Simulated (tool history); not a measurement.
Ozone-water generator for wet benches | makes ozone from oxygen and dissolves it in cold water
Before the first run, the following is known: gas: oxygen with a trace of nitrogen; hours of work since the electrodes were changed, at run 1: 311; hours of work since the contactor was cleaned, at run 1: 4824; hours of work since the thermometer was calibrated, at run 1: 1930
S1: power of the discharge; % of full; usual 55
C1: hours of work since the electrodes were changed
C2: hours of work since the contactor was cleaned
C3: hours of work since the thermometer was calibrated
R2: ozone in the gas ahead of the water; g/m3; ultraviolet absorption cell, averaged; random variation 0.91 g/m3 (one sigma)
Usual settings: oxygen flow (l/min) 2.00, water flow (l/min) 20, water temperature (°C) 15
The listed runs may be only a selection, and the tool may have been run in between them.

{"run": 1, "day": 0.0, "S1": 55, "oxygen flow (l/min)": 2.0, "water flow (l/min)": 20, "water temperature (°C)": 15, "C1": 311, "C2": 4824, "C3": 1930, "dissolved ozone (ppm)": 9.4, "R2": 155.6}
{"run": 2, "day": 1.521, "S1": 62, "oxygen flow (l/min)": 2.0, "water flow (l/min)": 20, "water temperature (°C)": 15, "C1": 339, "C2": 4852, "C3": 1958, "dissolved ozone (ppm)": 10.4, "R2": 167.5}
{"run": 3, "day": 2.821, "S1": 62, "oxygen flow (l/min)": 2.0, "water flow (l/min)": 20, "water temperature (°C)": 15, "C1": 363, "C2": 4876, "C3": 1983, "dissolved ozone (ppm)": 10.3, "R2": 167.5}
{"run": 4, "day": 4.117, "S1": 42, "oxygen flow (l/min)": 2.0, "water flow (l/min)": 20, "water temperature (°C)": 15, "C1": 387, "C2": 4900, "C3": 2007, "dissolved ozone (ppm)": 7.4, "R2": 123.5}
{"run": 5, "day": 5.104, "S1": 42, "oxygen flow (l/min)": 2.0, "water flow (l/min)": 26, "water temperature (°C)": 15, "C1": 406, "C2": 4918, "C3": 2025, "dissolved ozone (ppm)": 6.0, "R2": 124.2}
{"run": 6, "day": 5.775, "S1": 42, "oxygen flow (l/min)": 2.0, "water flow (l/min)": 26, "water temperature (°C)": 15, "C1": 418, "C2": 4931, "C3": 2037, "dissolved ozone (ppm)": 6.0, "R2": 125.3}
{"run": 7, "day": 6.483, "S1": 42, "oxygen flow (l/min)": 2.0, "water flow (l/min)": 26, "water temperature (°C)": 15, "C1": 431, "C2": 4944, "C3": 2051, "dissolved ozone (ppm)": 6.0, "R2": 125.2}
{"day": 6.571, "done": "water thermometer calibrated"}
{"run": 8, "day": 7.2, "S1": 57, "oxygen flow (l/min)": 3.59, "water flow (l/min)": 26, "water temperature (°C)": 15, "C1": 444, "C2": 4957, "C3": 12, "dissolved ozone (ppm)": 8.8, "R2": 121.0}
{"run": 9, "day": 8.592, "S1": 55, "oxygen flow (l/min)": 2.02, "water flow (l/min)": 20, "water temperature (°C)": 8, "C1": 470, "C2": 4983, "C3": 38, "dissolved ozone (ppm)": 9.9, "R2": 153.0}
{"run": 10, "day": 9.642, "S1": 55, "oxygen flow (l/min)": 2.02, "water flow (l/min)": 20, "water temperature (°C)": 8, "C1": 489, "C2": 5002, "C3": 57, "dissolved ozone (ppm)": 9.9, "R2": 151.7}
{"run": 11, "day": 11.012, "S1": 43, "oxygen flow (l/min)": 1.71, "water flow (l/min)": 17, "water temperature (°C)": 7, "C1": 515, "C2": 5028, "C3": 83, "dissolved ozone (ppm)": 9.1, "R2": 135.4}

3 options for the next run, each taken on its own from the tool as it stands now. Forecast them:
{"run": "A", "day": 12.1, "S1": 55, "oxygen flow (l/min)": 1.12, "water flow (l/min)": 20, "water temperature (°C)": 15, "C1": 535, "C2": 5048, "C3": 103, "dissolved ozone (ppm)": "?", "R2": "?"}
{"run": "B", "day": 12.1, "S1": 48, "oxygen flow (l/min)": 1.71, "water flow (l/min)": 17, "water temperature (°C)": 18, "C1": 535, "C2": 5048, "C3": 103, "dissolved ozone (ppm)": "?", "R2": "?"}
{"run": "C", "day": 12.1, "S1": 43, "oxygen flow (l/min)": 1.71, "water flow (l/min)": 17, "water temperature (°C)": 18, "C1": 535, "C2": 5048, "C3": 103, "dissolved ozone (ppm)": "?", "R2": "?"}

run=A dissolved_ozone_(ppm)=7.6 R2=200.2
run=B dissolved_ozone_(ppm)=9.3 R2=148.4
run=C dissolved_ozone_(ppm)=8.4 R2=135.7
What these runs would have given with no unlogged condition in the tool:
run=A dissolved_ozone_(ppm)=8.0 R2=200.3
run=B dissolved_ozone_(ppm)=9.6 R2=148.4
run=C dissolved_ozone_(ppm)=8.7 R2=135.7
